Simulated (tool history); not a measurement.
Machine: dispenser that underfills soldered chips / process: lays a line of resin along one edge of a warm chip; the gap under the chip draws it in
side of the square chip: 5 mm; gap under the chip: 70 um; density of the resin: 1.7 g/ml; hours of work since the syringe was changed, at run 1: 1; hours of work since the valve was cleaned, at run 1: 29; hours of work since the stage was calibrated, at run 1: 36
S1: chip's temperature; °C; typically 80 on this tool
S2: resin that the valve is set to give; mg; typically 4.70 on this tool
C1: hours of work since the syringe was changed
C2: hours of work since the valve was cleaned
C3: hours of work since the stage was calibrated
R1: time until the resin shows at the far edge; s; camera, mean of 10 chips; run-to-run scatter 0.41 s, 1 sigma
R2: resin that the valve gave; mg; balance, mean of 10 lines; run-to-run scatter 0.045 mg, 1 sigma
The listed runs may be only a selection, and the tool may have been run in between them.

run,day,S1,S2,C1,C2,C3,R1,R2
1,0.000,80,4.70,1,29,36,30.2,4.50
2,0.142,80,4.70,4,32,38,34.4,4.59
# day 0.250: new syringe of resin
3,0.421,80,4.70,3,36,43,33.2,4.48
# day 0.567: new syringe of resin
4,0.671,80,4.70,2,41,47,31.1,4.53
5,0.817,80,4.70,5,43,50,35.5,4.46
# day 0.892: new syringe of resin
6,1.129,80,4.70,4,49,55,35.7,4.56
# day 1.192: new syringe of resin
7,1.404,80,4.70,4,54,60,33.8,4.44
# day 1.496: new syringe of resin
8,1.688,80,4.70,3,59,65,32.5,4.47
# day 1.808: new syringe of resin
9,1.888,91,4.70,1,62,68,20.0,4.42
# day 2.121: new syringe of resin
10,2.238,88,5.51,2,68,75,22.9,5.12
# day 2.433: new syringe of resin
11,2.446,86,4.82,0,72,78,23.3,4.60
# day 2.733: new syringe of resin
12,2.771,81,4.82,1,77,84,28.4,4.51
# day 3.038: new syringe of resin
13,3.100,84,5.16,1,83,90,25.4,4.81
# day 3.354: new syringe of resin
14,3.442,76,4.70,2,89,96,34.4,4.33
# day 3.662: new syringe of resin
15,3.779,68,4.37,2,95,102,52.1,4.07
# day 3.962: new syringe of resin
16,3.962,80,4.51,0,98,105,28.6,4.16
# day 4.117: dispensing valve cleaned and set on the balance
17,4.200,80,4.62,4,2,108,33.2,4.68

Forecast each of these 5 alternatives for the next run:
# day 4.329: new syringe of resin
A,4.404,92,6.05,1,5,112,?,?
# day 4.329: new syringe of resin
B,4.404,80,4.87,1,5,112,?,?
# day 4.329: new syringe of resin
C,4.404,91,4.62,1,5,112,?,?
# day 4.329: new syringe of resin
D,4.404,74,4.33,1,5,112,?,?
# day 4.329: new syringe of resin
E,4.404,73,5.29,1,5,112,?,?

run,R1,R2
A,19.0,6.04
B,30.3,4.87
C,19.5,4.58
D,38.2,4.38
E,39.5,5.31
With the hidden condition removed and each run's random variation left untouched, the same runs would have given:
run,R1,R2
A,18.0,6.07
B,28.5,4.90
C,18.3,4.60
D,36.0,4.41
E,37.3,5.34
